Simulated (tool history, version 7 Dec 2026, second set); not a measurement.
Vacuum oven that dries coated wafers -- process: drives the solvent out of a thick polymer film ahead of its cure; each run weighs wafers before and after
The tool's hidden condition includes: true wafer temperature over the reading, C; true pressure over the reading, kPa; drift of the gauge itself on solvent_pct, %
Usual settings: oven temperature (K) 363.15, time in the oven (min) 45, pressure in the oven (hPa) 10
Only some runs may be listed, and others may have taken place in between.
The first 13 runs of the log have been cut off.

| run | hour | oven temperature (K) | time in the oven (min) | pressure in the oven (hPa) | hours of work since the thermocouples were calibrated | hours of work since the vacuum gauge was cleaned of residue | solvent left in the film (%) |
|---|---|---|---|---|---|---|---|
| 14 | 168.1 | 363.15 | 45 | 10 | 509 | 432 | 1.164 |
| 15 | 186.4 | 363.15 | 45 | 10 | 523 | 446 | 1.13 |
| 16 | 203.8 | 363.15 | 45 | 10 | 536 | 460 | 1.144 |
| 17 | 217.3 | 363.15 | 45 | 10 | 546 | 470 | 1.151 |
| 18 | 234.2 | 366.15 | 45 | 10 | 559 | 483 | 0.895 |
| 19 | 252 | 363.15 | 41 | 10 | 573 | 496 | 1.311 |
| 20 | 261.8 | 348.15 | 31 | 12.6 | 580 | 504 | 5.637 |
| 21 | 270.1 | 361.15 | 45 | 10 | 586 | 510 | 1.352 |
| 22 | 279.6 | 360.15 | 58 | 24.9 | 594 | 517 | 2.088 |
| 23 | 296 | 377.15 | 58 | 19.5 | 606 | 529 | 0.776 |
| 24 | 308.7 | 377.15 | 58 | 19.5 | 616 | 539 | 0.762 |
| 25 | 317.9 | 348.15 | 45 | 10 | 623 | 546 | 3.653 |
| 26 | 327.1 | 348.15 | 45 | 10 | 630 | 553 | 3.638 |
| 27 | 334.8 | 348.15 | 45 | 10 | 636 | 559 | 3.641 |
| 28 | 353.2 | 348.15 | 45 | 10 | 649 | 573 | 3.652 |
| 29 | 364.2 | 356.15 | 39 | 9.5 | 658 | 581 | 2.429 |
| 30 | 382.2 | 360.15 | 78 | 5.2 | 671 | 595 | 0.495 |
| 31 | 394.7 | 374.15 | 24 | 10 | 681 | 604 | 1.233 |
| 32 | 405.2 | 359.15 | 30 | 10 | 689 | 612 | 2.854 |
| 33 | 421.4 | 359.15 | 30 | 10 | 701 | 624 | 2.841 |
| 34 | 437 | 359.15 | 30 | 10 | 713 | 636 | 2.831 |
| 35 | 451.3 | 363.15 | 45 | 16 | 724 | 647 | 1.471 |
| 36 | 460.9 | 363.15 | 45 | 16 | 731 | 654 | 1.489 |
| 37 | 473 | 364.15 | 22 | 20.7 | 740 | 664 | 3.661 |
| 38 | 480.7 | 364.15 | 22 | 20.7 | 746 | 669 | 3.637 |

Each row is a separate what-if for the run after 38, all from the same tool condition, not one after another. Results?
| A | 492 | 357.15 | 38 | 9 | 755 | 678 | ? |
| B | 492 | 363.15 | 69 | 10 | 755 | 678 | ? |
| C | 492 | 364.15 | 22 | 30.2 | 755 | 678 | ? |

| run | solvent left in the film (%) |
|---|---|
| A | 2.275 |
| B | 0.75 |
| C | 4.133 |
What these runs would have given with no unlogged condition in the tool:
| run | solvent left in the film (%) |
|---|---|
| A | 2.449 |
| B | 0.745 |
| C | 4.4 |
